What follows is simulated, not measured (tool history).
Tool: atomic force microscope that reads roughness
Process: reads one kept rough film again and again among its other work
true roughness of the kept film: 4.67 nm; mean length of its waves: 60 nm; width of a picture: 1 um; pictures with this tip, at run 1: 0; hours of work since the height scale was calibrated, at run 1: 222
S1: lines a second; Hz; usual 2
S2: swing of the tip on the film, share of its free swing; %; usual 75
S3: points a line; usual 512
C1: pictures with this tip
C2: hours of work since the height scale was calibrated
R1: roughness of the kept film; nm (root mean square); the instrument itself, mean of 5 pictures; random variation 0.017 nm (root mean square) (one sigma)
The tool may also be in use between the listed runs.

| run | hour | S1 | S2 | S3 | C1 | C2 | R1 |
|---|---|---|---|---|---|---|---|
| 1 | 0 | 2 | 75 | 512 | 0 | 222 | 4 |
| 2 | 8 | 2 | 75 | 285 | 9 | 226 | 4.009 |
| 3 | 19.3 | 2 | 75 | 285 | 22 | 231 | 3.977 |
| 4 | 29.5 | 2 | 72 | 285 | 33 | 236 | 4.015 |
| 5 | 41.7 | 1.55 | 72 | 285 | 47 | 242 | 4.086 |
| 6 | 55.2 | 1.05 | 75 | 512 | 62 | 249 | 4.164 |
| 7 | 62.3 | 1.88 | 75 | 430 | 70 | 253 | 3.924 |
| 8 | 73.9 | 1.88 | 75 | 430 | 83 | 258 | 3.909 |
| 9 | 88.6 | 1.12 | 74 | 428 | 99 | 266 | 4.087 |
| 10 | 105.5 | 1.12 | 69 | 417 | 118 | 274 | 4.08 |
| 11 | 122.2 | 2.02 | 60 | 407 | 137 | 282 | 4.043 |
| 12 | 134.5 | 2.02 | 66 | 688 | 150 | 289 | 3.959 |

Hidden state or all else? Some run-to-run changes of R1, split into what the settings, what came in and random variation would give without the hidden state, and what is left for the hidden state (with any gauge scatter that isn't in both results):
The hidden state here: radius of the tip, nm; height scale over the true one, %; drift of the gauge itself on roughness_nm, %.
Run 6 -> 7: S1 1.05 -> 1.88, S3 512 -> 430. R1 -0.24 nm (root mean square): hidden state -0.007, all else -0.233.
Run 8 -> 9: S1 1.88 -> 1.12, S2 75 -> 74, S3 430 -> 428. R1 +0.178 nm (root mean square): hidden state -0.036, all else +0.214.
